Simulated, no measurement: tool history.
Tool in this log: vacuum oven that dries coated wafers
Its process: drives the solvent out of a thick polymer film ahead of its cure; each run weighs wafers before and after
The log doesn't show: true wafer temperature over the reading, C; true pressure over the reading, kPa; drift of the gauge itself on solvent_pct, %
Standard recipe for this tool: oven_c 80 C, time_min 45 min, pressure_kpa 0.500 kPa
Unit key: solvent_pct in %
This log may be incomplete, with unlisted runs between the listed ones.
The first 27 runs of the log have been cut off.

run    hour  oven_c  time_min  pressure_kpa  hours of work since the thermocouples were calibrated  hours of work since the vacuum gauge was cleaned of residue  solvent_pct
 28  1797.8      65        32         1.465                                                    658                                                         3042        10.60
     1825.3  -- oven's thermocouples calibrated
 29  1856.5      65        32         1.465                                                     19                                                         3077         9.93
 30  1931.6      71        32         1.937                                                     64                                                         3122         8.12
 31  2009.7      71        73         0.549                                                    111                                                         3169         2.51
 32  2092.5      90        24         0.549                                                    162                                                         3219         3.85
     2115.1  -- vacuum gauge cleaned of residue and calibrated
 33  2161.5      71        45         1.524                                                    202                                                           28         5.44
 34  2242.2      79        52         1.084                                                    251                                                           77         2.34
 35  2301.8      92        44         0.352                                                    287                                                          113         0.81
 36  2372.7      80        45         0.500                                                    330                                                          156         2.58
 37  2412.8      91        64         0.261                                                    354                                                          180         0.23
 38  2492.7      91        64         0.261                                                    403                                                          228         0.27
 39  2528.9      66        76         0.730                                                    424                                                          250         3.37
 40  2572.5      90        57         0.500                                                    451                                                          277         0.56
 41  2648.3      90        57         0.500                                                    497                                                          322         0.55
 42  2719.4      69        45         0.500                                                    540                                                          365         5.67
 43  2784.3      69        45         0.500                                                    579                                                          405         5.66
 44  2867.1      74        39         0.704                                                    629                                                          455         5.29
 45  2920.6      74        39         0.704                                                    661                                                          487         5.24
     2941.7  -- oven's thermocouples calibrated
 46  2989.7      74        39         0.704                                                     29                                                          528         5.15

Predict each of these 4 candidate next runs independently; none follows another, all start after run 46:
  A  3063.9      76        39         1.415                                                     74                                                          572            ?
  B  3063.9      68        45         0.500                                                     74                                                          572            ?
  C  3063.9      69        66         0.384                                                     74                                                          572            ?
  D  3063.9      72        72         0.510                                                     74                                                          572            ?

run  solvent_pct
  A         4.92
  B         5.98
  C         3.16
  D         2.13
Without the tool's hidden state the same runs would have given:
run  solvent_pct
  A         4.84
  B         5.88
  C         3.06
  D         2.04
